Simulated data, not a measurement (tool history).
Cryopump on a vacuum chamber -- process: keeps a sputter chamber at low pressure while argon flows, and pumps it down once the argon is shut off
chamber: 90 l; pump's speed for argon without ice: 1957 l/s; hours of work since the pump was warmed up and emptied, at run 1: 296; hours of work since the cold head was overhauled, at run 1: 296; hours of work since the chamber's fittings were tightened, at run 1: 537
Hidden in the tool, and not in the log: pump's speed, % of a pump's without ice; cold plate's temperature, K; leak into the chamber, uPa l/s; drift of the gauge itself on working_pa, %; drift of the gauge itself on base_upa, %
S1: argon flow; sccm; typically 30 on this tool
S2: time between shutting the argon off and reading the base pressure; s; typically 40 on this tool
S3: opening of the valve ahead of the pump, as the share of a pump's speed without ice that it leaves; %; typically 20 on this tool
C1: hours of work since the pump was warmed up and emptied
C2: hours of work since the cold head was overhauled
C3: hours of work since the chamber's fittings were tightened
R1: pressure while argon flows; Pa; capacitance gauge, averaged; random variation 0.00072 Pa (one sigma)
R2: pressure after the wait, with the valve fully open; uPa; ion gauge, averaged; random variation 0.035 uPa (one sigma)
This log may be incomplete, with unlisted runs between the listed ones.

run 1 day=0.000 | S1=30 S2=40 S3=20 | C1=296 C2=296 C3=537 | R1=0.1369 R2=2.29
run 2 day=4.138 | S1=30 S2=40 S3=39 | C1=367 C2=367 C3=608 | R1=0.0735 R2=2.37
run 3 day=9.100 | S1=30 S2=40 S3=39 | C1=453 C2=453 C3=694 | R1=0.0771 R2=2.52
run 4 day=13.529 | S1=30 S2=40 S3=39 | C1=529 C2=529 C3=770 | R1=0.0799 R2=2.61
-- day=14.479 pump warmed up, emptied and cooled again
run 5 day=18.933 | S1=52 S2=40 S3=20 | C1=77 C2=619 C3=860 | R1=0.2273 R2=2.36
run 6 day=21.512 | S1=52 S2=40 S3=20 | C1=121 C2=663 C3=904 | R1=0.2291 R2=2.38
run 7 day=25.375 | S1=30 S2=40 S3=20 | C1=188 C2=730 C3=971 | R1=0.1341 R2=2.52
run 8 day=29.600 | S1=30 S2=40 S3=48 | C1=261 C2=803 C3=1044 | R1=0.0595 R2=2.49
run 9 day=32.254 | S1=30 S2=40 S3=48 | C1=307 C2=849 C3=1089 | R1=0.0607 R2=2.66
run 10 day=36.300 | S1=22 S2=40 S3=48 | C1=376 C2=919 C3=1159 | R1=0.0461 R2=2.69
run 11 day=39.308 | S1=30 S2=40 S3=58 | C1=428 C2=970 C3=1211 | R1=0.0547 R2=2.78
run 12 day=42.517 | S1=24 S2=40 S3=36 | C1=484 C2=1026 C3=1266 | R1=0.0671 R2=2.81
run 13 day=45.558 | S1=36 S2=138 S3=38 | C1=536 C2=1078 C3=1319 | R1=0.0976 R2=1.64
-- day=46.088 pump warmed up, emptied and cooled again
run 14 day=50.704 | S1=36 S2=138 S3=38 | C1=80 C2=1163 C3=1404 | R1=0.0837 R2=1.34
run 15 day=52.888 | S1=36 S2=138 S3=38 | C1=117 C2=1201 C3=1442 | R1=0.0838 R2=1.38
run 16 day=55.271 | S1=30 S2=27 S3=48 | C1=158 C2=1242 C3=1483 | R1=0.0574 R2=3.52
run 17 day=58.700 | S1=30 S2=27 S3=48 | C1=218 C2=1301 C3=1542 | R1=0.0579 R2=3.69
run 18 day=61.900 | S1=30 S2=77 S3=20 | C1=273 C2=1357 C3=1597 | R1=0.1356 R2=1.91
run 19 day=66.012 | S1=47 S2=40 S3=40 | C1=344 C2=1428 C3=1668 | R1=0.1139 R2=2.99
run 20 day=70.942 | S1=42 S2=40 S3=40 | C1=429 C2=1513 C3=1753 | R1=0.1046 R2=3.08
run 21 day=75.425 | S1=44 S2=24 S3=32 | C1=506 C2=1590 C3=1831 | R1=0.1373 R2=4.39

Consider 5 possible next runs. They are alternatives, not a sequence: every one starts from the tool as it was left by run 21. What does each give?
-- day=78.021 pump warmed up, emptied and cooled again
run A day=78.533 | S1=44 S2=204 S3=28 | C1=9 C2=1640 C3=1881 | R1=? R2=?
-- day=78.021 pump warmed up, emptied and cooled again
run B day=78.533 | S1=30 S2=119 S3=20 | C1=9 C2=1640 C3=1881 | R1=? R2=?
-- day=78.021 pump warmed up, emptied and cooled again
run C day=78.533 | S1=30 S2=81 S3=20 | C1=9 C2=1640 C3=1881 | R1=? R2=?
-- day=78.021 pump warmed up, emptied and cooled again
run D day=78.533 | S1=44 S2=55 S3=32 | C1=9 C2=1640 C3=1881 | R1=? R2=?
-- day=78.021 pump warmed up, emptied and cooled again
run E day=78.533 | S1=44 S2=114 S3=22 | C1=9 C2=1640 C3=1881 | R1=? R2=?

run=A R1=0.1383 R2=1.37
run=B R1=0.1307 R2=1.62
run=C R1=0.1310 R2=1.88
run=D R1=0.1199 R2=2.30
run=E R1=0.1735 R2=1.67
With no hidden state in the tool, these same runs would have given:
run=A R1=0.1370 R2=0.50
run=B R1=0.1299 R2=0.74
run=C R1=0.1301 R2=1.02
run=D R1=0.1186 R2=1.44
run=E R1=0.1723 R2=0.79
